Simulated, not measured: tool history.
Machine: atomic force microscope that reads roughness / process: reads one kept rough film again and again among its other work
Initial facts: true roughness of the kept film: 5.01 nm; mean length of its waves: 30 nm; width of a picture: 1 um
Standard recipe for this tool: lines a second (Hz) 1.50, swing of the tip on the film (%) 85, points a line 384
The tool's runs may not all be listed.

| run | day | lines a second (Hz) | swing of the tip on the film (%) | points a line | roughness of the kept film (nm (root mean square)) |
|---|---|---|---|---|---|
| 1 | 0.000 | 1.50 | 85 | 384 | 3.402 |
| 2 | 0.279 | 1.50 | 85 | 384 | 3.406 |
| 3 | 0.583 | 1.50 | 85 | 384 | 3.323 |
| 4 | 0.983 | 1.50 | 85 | 384 | 3.310 |
| 5 | 1.346 | 1.50 | 85 | 384 | 3.274 |
|  | 1.700 | new tip fitted |
| 6 | 1.700 | 1.50 | 85 | 384 | 4.063 |
| 7 | 1.912 | 0.77 | 58 | 528 | 4.406 |
| 8 | 2.308 | 0.71 | 85 | 316 | 4.145 |
|  | 2.379 | height scale calibrated on a step standard |
| 9 | 2.538 | 0.89 | 85 | 951 | 4.103 |
| 10 | 2.792 | 0.89 | 85 | 951 | 4.046 |
|  | 3.079 | height scale calibrated on a step standard, once more |
| 11 | 3.225 | 0.89 | 85 | 951 | 4.002 |
| 12 | 3.662 | 1.40 | 88 | 951 | 3.740 |

Branching from run 12: 3 alternative next runs. What would each branch give?
| A | 4.038 | 0.56 | 88 | 951 | ? |
| B | 4.038 | 0.83 | 73 | 456 | ? |
| C | 4.038 | 0.52 | 63 | 928 | ? |

| run | roughness of the kept film (nm (root mean square)) |
|---|---|
| A | 3.941 |
| B | 3.982 |
| C | 4.042 |
Had the tool no hidden state, the same runs would have come out as:
| run | roughness of the kept film (nm (root mean square)) |
|---|---|
| A | 4.323 |
| B | 4.368 |
| C | 4.434 |
